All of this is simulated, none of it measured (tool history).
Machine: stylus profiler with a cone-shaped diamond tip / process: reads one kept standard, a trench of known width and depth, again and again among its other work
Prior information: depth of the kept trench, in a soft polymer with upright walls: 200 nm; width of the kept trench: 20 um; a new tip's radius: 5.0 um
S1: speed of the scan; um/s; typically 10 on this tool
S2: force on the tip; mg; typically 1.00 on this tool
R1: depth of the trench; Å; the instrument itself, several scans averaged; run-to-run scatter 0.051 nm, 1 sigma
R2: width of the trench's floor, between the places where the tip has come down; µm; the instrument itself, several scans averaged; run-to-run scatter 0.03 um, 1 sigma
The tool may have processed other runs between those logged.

Run 1, hour 0.0: usual settings. Result: R1 2007.5 Å, R2 16.15 µm.
Run 2, hour 48.7: usual settings. Result: R1 2007.6 Å, R2 16.10 µm.
Run 3, hour 151.6: usual settings but S1 2 um/s. Result: R1 2007.2 Å, R2 16.05 µm.
Run 4, hour 207.7: usual settings but S1 2 um/s. Result: R1 2006.7 Å, R2 16.14 µm.
Run 5, hour 282.8: usual settings but S1 2 um/s. Result: R1 2006.5 Å, R2 16.09 µm.
Run 6, hour 349.0: usual settings but S2 0.80 mg. Result: R1 2005.7 Å, R2 15.93 µm.
Run 7, hour 446.5: usual settings but S2 0.80 mg. Result: R1 2005.7 Å, R2 15.94 µm.
Run 8, hour 542.1: usual settings but S2 0.80 mg. Result: R1 2004.7 Å, R2 15.95 µm.
Run 9, hour 593.8: usual settings. Result: R1 2007.4 Å, R2 15.90 µm.
Run 10, hour 666.1: usual settings. Result: R1 2006.1 Å, R2 15.88 µm.
Run 11, hour 764.7: usual settings. Result: R1 2004.9 Å, R2 15.89 µm.
Run 12, hour 828.1: usual settings. Result: R1 2004.4 Å, R2 15.84 µm.
Run 13, hour 886.9: usual settings but S1 3 um/s. Result: R1 2004.8 Å, R2 15.82 µm.
Run 14, hour 930.6: usual settings but S1 3 um/s. Result: R1 2004.1 Å, R2 15.82 µm.
Run 15, hour 1030.2: usual settings but S1 12 um/s, S2 2.93 mg. Result: R1 2017.2 Å, R2 15.81 µm.
Run 16, hour 1110.7: usual settings but S1 12 um/s, S2 2.93 mg. Result: R1 2027.0 Å, R2 15.74 µm.
Run 17, hour 1154.3: usual settings but S1 12 um/s, S2 2.93 mg. Result: R1 2025.4 Å, R2 15.71 µm.
Run 18, hour 1214.3: usual settings but S1 28 um/s, S2 1.29 mg. Result: R1 2014.7 Å, R2 15.57 µm.
Run 19, hour 1290.4: usual settings but S1 2 um/s, S2 0.48 mg. Result: R1 2007.8 Å, R2 15.77 µm.
Run 20, hour 1393.3: usual settings but S1 6 um/s, S2 0.73 mg. Result: R1 2009.8 Å, R2 15.64 µm.
Run 21, hour 1437.4: usual settings but S1 29 um/s, S2 0.73 mg. Result: R1 2009.9 Å, R2 15.39 µm.
Run 22, hour 1502.8: usual settings but S1 29 um/s, S2 0.73 mg. Result: R1 2010.0 Å, R2 15.46 µm.
Run 23, hour 1564.7: usual settings but S1 29 um/s, S2 0.73 mg. Result: R1 2009.4 Å, R2 15.40 µm.
Run 24, hour 1637.2: usual settings but S1 2 um/s, S2 0.42 mg. Result: R1 2006.1 Å, R2 15.66 µm.
Run 25, hour 1693.2: usual settings but S1 11 um/s, S2 0.39 mg. Result: R1 2005.9 Å, R2 15.41 µm.
Run 26, hour 1783.5: usual settings but S1 11 um/s, S2 0.39 mg. Result: R1 2006.2 Å, R2 15.54 µm.
Run 27, hour 1842.1: usual settings but S1 29 um/s, S2 1.76 mg. Result: R1 2016.9 Å, R2 15.47 µm.
Run 28, hour 1912.4: usual settings but S1 7 um/s. Result: R1 2011.7 Å, R2 15.45 µm.

Withheld: 2 entries from between the runs. Position of each, and hidden state at the listed run before versus the listed run after:
In the gap between runs 10 and 11: height scale calibrated on a step standard (hour 675.6)
  radius of the tip, um: 10.33 -> 10.5; height scale over the true one, %: -0.294 -> -0.381
  the result without the hidden state subtracted from the measured one, R1: -5.9 -> -7.7 Å; R2: -1.25 -> -1.28 µm
In the gap between runs 15 and 16: height scale calibrated on a step standard, once more (hour 1076.6)
  radius of the tip, um: 10.94 -> 11.08; height scale over the true one, %: -0.403 -> 0.023
  the result without the hidden state subtracted from the measured one, R1: -8.2 -> +0.5 Å; R2: -1.36 -> -1.39 µm
